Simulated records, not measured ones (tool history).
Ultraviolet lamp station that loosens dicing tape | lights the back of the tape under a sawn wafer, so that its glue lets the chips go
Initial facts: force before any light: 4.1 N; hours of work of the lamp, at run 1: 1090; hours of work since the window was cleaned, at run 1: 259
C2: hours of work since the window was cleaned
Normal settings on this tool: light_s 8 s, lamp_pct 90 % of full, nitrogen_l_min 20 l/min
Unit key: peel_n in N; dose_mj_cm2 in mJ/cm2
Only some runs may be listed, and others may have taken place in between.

run 1 hour=0 | light_s=8 lamp_pct=90 nitrogen_l_min=20 | hours_of_work_of_the_lamp=1090 C2=259 | peel_n=0.598 dose_mj_cm2=379
run 2 hour=39.9 | light_s=8 lamp_pct=90 nitrogen_l_min=20 | hours_of_work_of_the_lamp=1111 C2=280 | peel_n=0.615 dose_mj_cm2=373
run 3 hour=68.9 | light_s=8 lamp_pct=90 nitrogen_l_min=20 | hours_of_work_of_the_lamp=1126 C2=295 | peel_n=0.63 dose_mj_cm2=375
run 4 hour=117.9 | light_s=9 lamp_pct=90 nitrogen_l_min=20 | hours_of_work_of_the_lamp=1152 C2=321 | peel_n=0.532 dose_mj_cm2=417
run 5 hour=150.1 | light_s=9 lamp_pct=90 nitrogen_l_min=20 | hours_of_work_of_the_lamp=1169 C2=338 | peel_n=0.534 dose_mj_cm2=419
run 6 hour=176.5 | light_s=9 lamp_pct=90 nitrogen_l_min=20 | hours_of_work_of_the_lamp=1183 C2=352 | peel_n=0.54 dose_mj_cm2=414
run 7 hour=210.3 | light_s=9 lamp_pct=90 nitrogen_l_min=23 | hours_of_work_of_the_lamp=1200 C2=369 | peel_n=0.495 dose_mj_cm2=406
run 8 hour=267.8 | light_s=8 lamp_pct=90 nitrogen_l_min=20 | hours_of_work_of_the_lamp=1231 C2=400 | peel_n=0.692 dose_mj_cm2=359
run 9 hour=308.7 | light_s=8 lamp_pct=90 nitrogen_l_min=20 | hours_of_work_of_the_lamp=1252 C2=421 | peel_n=0.68 dose_mj_cm2=362
run 10 hour=340.8 | light_s=8 lamp_pct=90 nitrogen_l_min=20 | hours_of_work_of_the_lamp=1269 C2=438 | peel_n=0.684 dose_mj_cm2=350
-- hour=371.7 window cleaned of glue's vapour
run 11 hour=393.9 | light_s=8 lamp_pct=90 nitrogen_l_min=20 | hours_of_work_of_the_lamp=1297 C2=12 | peel_n=0.6 dose_mj_cm2=382
run 12 hour=444.5 | light_s=8 lamp_pct=86 nitrogen_l_min=11 | hours_of_work_of_the_lamp=1323 C2=38 | peel_n=0.841 dose_mj_cm2=366
run 13 hour=499.6 | light_s=10 lamp_pct=94 nitrogen_l_min=11 | hours_of_work_of_the_lamp=1352 C2=67 | peel_n=0.503 dose_mj_cm2=488
run 14 hour=546.6 | light_s=10 lamp_pct=94 nitrogen_l_min=11 | hours_of_work_of_the_lamp=1377 C2=92 | peel_n=0.509 dose_mj_cm2=487
run 15 hour=571.5 | light_s=10 lamp_pct=79 nitrogen_l_min=11 | hours_of_work_of_the_lamp=1390 C2=105 | peel_n=0.628 dose_mj_cm2=408
run 16 hour=625.4 | light_s=5 lamp_pct=62 nitrogen_l_min=26 | hours_of_work_of_the_lamp=1418 C2=133 | peel_n=1.69 dose_mj_cm2=162
run 17 hour=659.4 | light_s=5 lamp_pct=62 nitrogen_l_min=26 | hours_of_work_of_the_lamp=1436 C2=151 | peel_n=1.732 dose_mj_cm2=158
run 18 hour=713.6 | light_s=11 lamp_pct=61 nitrogen_l_min=26 | hours_of_work_of_the_lamp=1464 C2=180 | peel_n=0.657 dose_mj_cm2=340
run 19 hour=766.5 | light_s=11 lamp_pct=61 nitrogen_l_min=26 | hours_of_work_of_the_lamp=1492 C2=207 | peel_n=0.701 dose_mj_cm2=336

What if the next run were any one of these 5? Each begins from the tool's condition after run 19:
-- hour=808.4 lamp changed
run A hour=814.6 | light_s=9 lamp_pct=90 nitrogen_l_min=23 | hours_of_work_of_the_lamp=3 C2=232 | peel_n=? dose_mj_cm2=?
-- hour=808.4 lamp changed
run B hour=814.6 | light_s=11 lamp_pct=61 nitrogen_l_min=19 | hours_of_work_of_the_lamp=3 C2=232 | peel_n=? dose_mj_cm2=?
-- hour=808.4 lamp changed
run C hour=814.6 | light_s=8 lamp_pct=98 nitrogen_l_min=14 | hours_of_work_of_the_lamp=3 C2=232 | peel_n=? dose_mj_cm2=?
-- hour=808.4 lamp changed
run D hour=814.6 | light_s=8 lamp_pct=61 nitrogen_l_min=19 | hours_of_work_of_the_lamp=3 C2=232 | peel_n=? dose_mj_cm2=?
-- hour=808.4 lamp changed
run E hour=814.6 | light_s=8 lamp_pct=75 nitrogen_l_min=7 | hours_of_work_of_the_lamp=3 C2=232 | peel_n=? dose_mj_cm2=?

run=A peel_n=0.362 dose_mj_cm2=504
run=B peel_n=0.538 dose_mj_cm2=412
run=C peel_n=0.448 dose_mj_cm2=489
run=D peel_n=0.857 dose_mj_cm2=302
run=E peel_n=0.929 dose_mj_cm2=371
Without the tool's hidden state the same runs would have given:
run=A peel_n=0.335 dose_mj_cm2=527
run=B peel_n=0.498 dose_mj_cm2=431
run=C peel_n=0.415 dose_mj_cm2=511
run=D peel_n=0.803 dose_mj_cm2=316
run=E peel_n=0.872 dose_mj_cm2=388
